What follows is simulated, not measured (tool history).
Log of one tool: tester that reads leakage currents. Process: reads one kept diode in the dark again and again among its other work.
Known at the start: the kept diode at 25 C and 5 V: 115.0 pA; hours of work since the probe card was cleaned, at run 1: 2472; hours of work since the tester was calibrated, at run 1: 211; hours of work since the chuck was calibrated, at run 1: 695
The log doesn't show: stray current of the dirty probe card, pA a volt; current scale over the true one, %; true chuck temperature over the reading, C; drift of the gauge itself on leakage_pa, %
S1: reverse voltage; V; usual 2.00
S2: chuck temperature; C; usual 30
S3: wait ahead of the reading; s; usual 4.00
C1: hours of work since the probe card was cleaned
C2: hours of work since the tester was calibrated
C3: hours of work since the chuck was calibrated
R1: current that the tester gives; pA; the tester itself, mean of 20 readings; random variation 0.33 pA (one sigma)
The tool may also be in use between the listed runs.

| run | hour | S1 | S2 | S3 | C1 | C2 | C3 | R1 |
|---|---|---|---|---|---|---|---|---|
| 1 | 0.0 | 2.00 | 30 | 4.00 | 2472 | 211 | 695 | 123.82 |
| 2 | 62.1 | 2.00 | 30 | 4.00 | 2499 | 238 | 722 | 124.30 |
|  | 101.8 | probe card cleaned and baked |
| 3 | 148.8 | 2.00 | 30 | 4.00 | 20 | 274 | 758 | 120.90 |
| 4 | 230.3 | 2.00 | 30 | 4.00 | 56 | 310 | 794 | 121.59 |
| 5 | 284.0 | 2.00 | 37 | 4.00 | 79 | 333 | 817 | 207.69 |
| 6 | 340.5 | 2.00 | 37 | 4.00 | 104 | 357 | 841 | 207.73 |
| 7 | 399.8 | 2.00 | 37 | 4.00 | 129 | 383 | 867 | 209.70 |
| 8 | 456.9 | 1.65 | 30 | 4.00 | 154 | 408 | 892 | 111.95 |
| 9 | 514.8 | 1.65 | 30 | 4.00 | 179 | 433 | 917 | 113.35 |
| 10 | 556.0 | 1.65 | 30 | 4.00 | 197 | 451 | 935 | 112.61 |
| 11 | 639.6 | 1.47 | 28 | 0.42 | 233 | 487 | 971 | 92.23 |
| 12 | 706.0 | 1.47 | 28 | 0.42 | 262 | 516 | 1000 | 92.84 |
|  | 715.6 | chuck's temperature calibrated |
| 13 | 758.1 | 2.00 | 24 | 3.64 | 284 | 538 | 18 | 86.96 |
| 14 | 813.5 | 2.00 | 24 | 3.64 | 308 | 562 | 42 | 87.44 |
|  | 841.6 | chuck's temperature calibrated, once more |
| 15 | 883.6 | 9.60 | 52 | 3.64 | 337 | 591 | 18 | 1218.07 |
| 16 | 943.2 | 5.96 | 38 | 3.64 | 363 | 617 | 44 | 350.91 |
| 17 | 1019.3 | 4.42 | 25 | 7.36 | 396 | 650 | 77 | 111.94 |

Some steps in R1 between neighbouring runs. How much of each would the tool show without its hidden state too (settings, what came in, random variation), and how much is left for the hidden state, with any gauge scatter that isn't in both results?
Run 14 -> 15: S1 2.00 -> 9.60, S2 24 -> 52, chuck's temperature calibrated, once more. R1 +1130.63 pA: hidden state -10.61, all else +1141.24.
